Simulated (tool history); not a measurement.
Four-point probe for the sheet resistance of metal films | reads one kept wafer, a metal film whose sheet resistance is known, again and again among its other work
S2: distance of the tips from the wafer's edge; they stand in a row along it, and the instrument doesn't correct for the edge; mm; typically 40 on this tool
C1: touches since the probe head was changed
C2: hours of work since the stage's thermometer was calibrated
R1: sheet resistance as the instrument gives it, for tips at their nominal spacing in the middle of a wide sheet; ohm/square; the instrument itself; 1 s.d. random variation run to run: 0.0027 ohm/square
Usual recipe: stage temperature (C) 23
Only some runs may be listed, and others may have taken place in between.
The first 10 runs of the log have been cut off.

{"run": 11, "hour": 854.2, "stage temperature (C)": 23, "S2": 40, "C1": 80156, "C2": 1034, "R1": 13.580558}
{"run": 12, "hour": 945.2, "stage temperature (C)": 23, "S2": 40, "C1": 82219, "C2": 1085, "R1": 13.573871}
{"run": 13, "hour": 1067.8, "stage temperature (C)": 35, "S2": 40, "C1": 84995, "C2": 1153, "R1": 13.578542}
{"run": 14, "hour": 1159.0, "stage temperature (C)": 23, "S2": 40, "C1": 87061, "C2": 1203, "R1": 13.56842}
{"run": 15, "hour": 1214.6, "stage temperature (C)": 23, "S2": 40, "C1": 88320, "C2": 1234, "R1": 13.570999}
{"run": 16, "hour": 1300.3, "stage temperature (C)": 23, "S2": 40, "C1": 90262, "C2": 1282, "R1": 13.564132}
{"run": 17, "hour": 1355.3, "stage temperature (C)": 23, "S2": 3, "C1": 91508, "C2": 1312, "R1": 13.879824}
{"run": 18, "hour": 1478.7, "stage temperature (C)": 29, "S2": 40, "C1": 94304, "C2": 1381, "R1": 13.566107}
{"run": 19, "hour": 1595.8, "stage temperature (C)": 29, "S2": 40, "C1": 96955, "C2": 1446, "R1": 13.559819}
{"hour": 1625.7, "done": "stage's thermometer calibrated"}
{"run": 20, "hour": 1668.5, "stage temperature (C)": 22, "S2": 40, "C1": 98590, "C2": 24, "R1": 13.57542}
{"run": 21, "hour": 1790.8, "stage temperature (C)": 21, "S2": 9, "C1": 101361, "C2": 92, "R1": 13.601572}
{"run": 22, "hour": 1900.5, "stage temperature (C)": 21, "S2": 9, "C1": 103846, "C2": 153, "R1": 13.602906}
{"run": 23, "hour": 1951.8, "stage temperature (C)": 26, "S2": 5, "C1": 105009, "C2": 181, "R1": 13.682777}
{"run": 24, "hour": 2071.1, "stage temperature (C)": 19, "S2": 13, "C1": 107712, "C2": 247, "R1": 13.57527}
{"run": 25, "hour": 2187.2, "stage temperature (C)": 23, "S2": 27, "C1": 110341, "C2": 312, "R1": 13.564146}
{"run": 26, "hour": 2276.7, "stage temperature (C)": 23, "S2": 27, "C1": 112368, "C2": 361, "R1": 13.560059}
{"run": 27, "hour": 2342.3, "stage temperature (C)": 32, "S2": 5, "C1": 113855, "C2": 398, "R1": 13.676502}
{"run": 28, "hour": 2451.1, "stage temperature (C)": 21, "S2": 65, "C1": 116319, "C2": 458, "R1": 13.547184}
{"run": 29, "hour": 2554.8, "stage temperature (C)": 26, "S2": 32, "C1": 118669, "C2": 516, "R1": 13.548143}
{"run": 30, "hour": 2619.1, "stage temperature (C)": 22, "S2": 40, "C1": 120125, "C2": 552, "R1": 13.546149}
{"run": 31, "hour": 2683.1, "stage temperature (C)": 23, "S2": 10, "C1": 121575, "C2": 587, "R1": 13.57238}
{"run": 32, "hour": 2794.4, "stage temperature (C)": 23, "S2": 10, "C1": 124096, "C2": 649, "R1": 13.568661}
{"run": 33, "hour": 2891.6, "stage temperature (C)": 23, "S2": 10, "C1": 126298, "C2": 703, "R1": 13.571855}
{"run": 34, "hour": 2996.9, "stage temperature (C)": 23, "S2": 22, "C1": 128683, "C2": 761, "R1": 13.539008}
{"run": 35, "hour": 3080.3, "stage temperature (C)": 23, "S2": 22, "C1": 130573, "C2": 808, "R1": 13.533523}

Predict each of these 3 candidate next runs independently; none follows another, all start after run 35:
{"run": "A", "hour": 3137.0, "stage temperature (C)": 27, "S2": 21, "C1": 131857, "C2": 839, "R1": "?"}
{"run": "B", "hour": 3137.0, "stage temperature (C)": 20, "S2": 30, "C1": 131857, "C2": 839, "R1": "?"}
{"run": "C", "hour": 3137.0, "stage temperature (C)": 18, "S2": 6, "C1": 131857, "C2": 839, "R1": "?"}

run=A R1=13.539942
run=B R1=13.530158
run=C R1=13.609343
Stripped of hidden state, with their random variation kept, the same runs would have yielded:
run=A R1=13.72781
run=B R1=13.718019
run=C R1=13.79826
